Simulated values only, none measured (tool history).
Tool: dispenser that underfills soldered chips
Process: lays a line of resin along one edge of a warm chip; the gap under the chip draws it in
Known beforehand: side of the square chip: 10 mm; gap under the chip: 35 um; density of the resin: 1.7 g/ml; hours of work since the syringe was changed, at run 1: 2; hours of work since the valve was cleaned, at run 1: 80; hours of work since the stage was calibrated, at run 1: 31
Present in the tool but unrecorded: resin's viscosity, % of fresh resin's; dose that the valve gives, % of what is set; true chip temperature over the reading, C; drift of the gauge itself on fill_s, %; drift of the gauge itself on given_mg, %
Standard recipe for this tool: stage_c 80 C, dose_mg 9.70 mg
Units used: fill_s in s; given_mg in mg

run    day  stage_c  dose_mg  hours of work since the syringe was changed  hours of work since the valve was cleaned  hours of work since the stage was calibrated  fill_s  given_mg
  1  0.000       80     9.70                                            2                                         80                                            31   138.6      9.07
  2  0.167       80     9.70                                            4                                         83                                            34   154.7      9.06
     0.246  -- new syringe of resin
  3  0.325       68     9.70                                            1                                         85                                            36   225.7      9.06
     0.592  -- new syringe of resin
  4  0.608       68     9.70                                            0                                         89                                            40   216.4      9.05
  5  0.762       68     9.70                                            3                                         91                                            43   239.4      8.94
  6  0.917       68     9.70                                            5                                         94                                            45   264.7      8.97
     0.950  -- new syringe of resin
  7  1.100       68     9.70                                            2                                         97                                            48   241.8      9.04
  8  1.250       68     9.70                                            5                                         99                                            50   264.7      9.02
     1.304  -- new syringe of resin
     1.388  -- dispensing valve cleaned and set on the balance
  9  1.421       80    11.63                                            1                                          1                                            52   134.8     11.68
     1.692  -- new syringe of resin
 10  1.692       80    11.63                                            0                                          5                                            56   130.5     11.55
 11  1.867       86    11.63                                            3                                          7                                            59   115.5     11.67
     2.058  -- new syringe of resin
 12  2.104       82    10.95                                            1                                         11                                            62   121.1     10.97
 13  2.304       82    10.95                                            4                                         14                                            65   142.5     10.89
     2.408  -- new syringe of resin
 14  2.558       82    10.75                                            2                                         18                                            69   128.5     10.56
     2.758  -- new syringe of resin
 15  2.771       82    10.75                                            0                                         21                                            72   117.9     10.66
 16  2.979       90    11.56                                            3                                         24                                            75    97.6     11.38
     3.117  -- new syringe of resin
 17  3.175       84    10.42                                            1                                         27                                            78   112.2     10.30
 18  3.308       73     9.83                                            3                                         29                                            80   191.3      9.69
 19  3.442       75    11.42                                            5                                         31                                            83   195.5     11.03
     3.467  -- new syringe of resin
 20  3.746       78     9.17                                            4                                         36                                            87   166.0      9.06
     3.833  -- new syringe of resin
 21  3.946       89     8.54                                            2                                         39                                            90   100.4      8.36

Alternative continuations, all from the tool just after run 21; predict every row:
  A  4.158       89     9.70                                            5                                         42                                            93       ?         ?
  B  4.158       92    11.63                                            5                                         42                                            93       ?         ?
  C  4.158       69    12.10                                            5                                         42                                            93       ?         ?

run  fill_s  given_mg
  A   113.0      9.36
  B    98.6     11.27
  C   251.7     11.78
With no hidden state in the tool, these same runs would have given:
run  fill_s  given_mg
  A    92.4      9.61
  B    80.8     11.58
  C   206.9     12.11
